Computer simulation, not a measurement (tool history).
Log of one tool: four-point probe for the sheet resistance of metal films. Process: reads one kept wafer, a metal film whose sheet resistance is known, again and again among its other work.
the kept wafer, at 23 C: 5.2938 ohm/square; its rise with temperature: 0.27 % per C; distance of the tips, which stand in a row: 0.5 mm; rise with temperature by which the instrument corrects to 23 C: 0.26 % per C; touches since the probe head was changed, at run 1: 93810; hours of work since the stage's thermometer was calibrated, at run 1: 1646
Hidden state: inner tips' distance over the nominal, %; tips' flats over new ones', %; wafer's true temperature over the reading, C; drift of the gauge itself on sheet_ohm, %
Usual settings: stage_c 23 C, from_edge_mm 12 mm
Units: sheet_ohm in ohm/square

run   hour  stage_c  from_edge_mm  touches since the probe head was changed  hours of work since the stage's thermometer was calibrated  sheet_ohm
  1      0       23            12                                     93810                                                        1646   5.340122
  2   51.7       27            12                                     95923                                                        1683   5.345909
  3  134.4       27            10                                     99296                                                        1742   5.347819
  4  189.2       27            10                                    101534                                                        1781   5.348532
  5  230.5       27            10                                    103223                                                        1811   5.350126
     283.2  -- stage's thermometer calibrated
  6  295.3       34            10                                    105847                                                           9   5.349965
  7  367.4       34            12                                    108791                                                          60   5.352116
  8    408       33             5                                    110448                                                          89   5.375124

The next listed run, before its measurement:
  9  481.5       33             5                                    113448                                                         142          ?

sheet_ohm: 5.376461 ohm/square
Without the tool's hidden state the same run would have given sheet_ohm 5.33201 ohm/square.

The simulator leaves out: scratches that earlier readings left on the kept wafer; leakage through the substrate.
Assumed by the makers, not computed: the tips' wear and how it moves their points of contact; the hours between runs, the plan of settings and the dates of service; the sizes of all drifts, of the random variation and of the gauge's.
